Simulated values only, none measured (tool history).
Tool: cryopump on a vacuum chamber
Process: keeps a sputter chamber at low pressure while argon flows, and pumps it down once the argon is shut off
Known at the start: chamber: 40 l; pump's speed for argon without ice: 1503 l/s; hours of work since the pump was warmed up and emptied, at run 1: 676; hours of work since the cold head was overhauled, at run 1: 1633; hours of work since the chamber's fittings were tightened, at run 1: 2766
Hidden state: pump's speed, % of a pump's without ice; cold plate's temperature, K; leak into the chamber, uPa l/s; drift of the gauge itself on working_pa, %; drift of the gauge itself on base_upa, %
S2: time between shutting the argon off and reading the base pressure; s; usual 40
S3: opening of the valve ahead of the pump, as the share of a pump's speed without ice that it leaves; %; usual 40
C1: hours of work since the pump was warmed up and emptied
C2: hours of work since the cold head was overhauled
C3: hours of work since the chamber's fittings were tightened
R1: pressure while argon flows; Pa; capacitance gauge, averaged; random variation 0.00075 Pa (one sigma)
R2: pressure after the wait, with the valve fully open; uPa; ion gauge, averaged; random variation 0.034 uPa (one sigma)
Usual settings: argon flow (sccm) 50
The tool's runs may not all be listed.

run 1 hour=0 | argon_flow_(sccm)=50 S2=40 S3=40 | C1=676 C2=1633 C3=2766 | R1=0.1484 R2=4.16
run 2 hour=88.7 | argon_flow_(sccm)=50 S2=40 S3=40 | C1=712 C2=1669 C3=2802 | R1=0.1476 R2=4.37
run 3 hour=144.9 | argon_flow_(sccm)=50 S2=93 S3=40 | C1=734 C2=1691 C3=2824 | R1=0.1484 R2=3.27
run 4 hour=264.4 | argon_flow_(sccm)=50 S2=22 S3=40 | C1=782 C2=1739 C3=2873 | R1=0.1479 R2=5.66
run 5 hour=314.9 | argon_flow_(sccm)=50 S2=40 S3=17 | C1=803 C2=1760 C3=2893 | R1=0.3393 R2=4.32
run 6 hour=409.2 | argon_flow_(sccm)=50 S2=40 S3=17 | C1=841 C2=1798 C3=2931 | R1=0.3405 R2=4.23
run 7 hour=488.9 | argon_flow_(sccm)=50 S2=40 S3=17 | C1=873 C2=1830 C3=2963 | R1=0.3389 R2=4.3
run 8 hour=552.4 | argon_flow_(sccm)=41 S2=38 S3=29 | C1=898 C2=1855 C3=2988 | R1=0.1673 R2=4.69
run 9 hour=624.5 | argon_flow_(sccm)=41 S2=38 S3=29 | C1=927 C2=1884 C3=3017 | R1=0.1677 R2=4.65
-- hour=645.4 pump warmed up, emptied and cooled again
run 10 hour=717.2 | argon_flow_(sccm)=37 S2=28 S3=42 | C1=29 C2=1920 C3=3053 | R1=0.1007 R2=4.71
run 11 hour=783.6 | argon_flow_(sccm)=42 S2=50 S3=21 | C1=56 C2=1946 C3=3079 | R1=0.2271 R2=3.83
run 12 hour=886.6 | argon_flow_(sccm)=42 S2=50 S3=21 | C1=97 C2=1988 C3=3121 | R1=0.2272 R2=3.88
run 13 hour=986.7 | argon_flow_(sccm)=50 S2=145 S3=24 | C1=137 C2=2028 C3=3161 | R1=0.2354 R2=3.04
run 14 hour=1089.3 | argon_flow_(sccm)=50 S2=145 S3=24 | C1=179 C2=2069 C3=3202 | R1=0.2355 R2=3.12

Measured less the same run without the tool's hidden state. The same run-to-run variation is in both; the gauge's scatter may not be:
run=1 R1=+0.0073 R2=+2.31
run=2 R1=+0.0076 R2=+2.44
run=3 R1=+0.0079 R2=+2.4
run=4 R1=+0.0083 R2=+2.47
run=5 R1=+0.0086 R2=+2.47
run=6 R1=+0.009 R2=+2.46
run=7 R1=+0.0094 R2=+2.51
run=8 R1=+0.0079 R2=+2.69
run=9 R1=+0.0083 R2=+2.69
run=10 R1=+0.0009 R2=+2.23
run=11 R1=+0.0012 R2=+2.32
run=12 R1=+0.0015 R2=+2.37
run=13 R1=+0.0021 R2=+2.39
run=14 R1=+0.0025 R2=+2.48
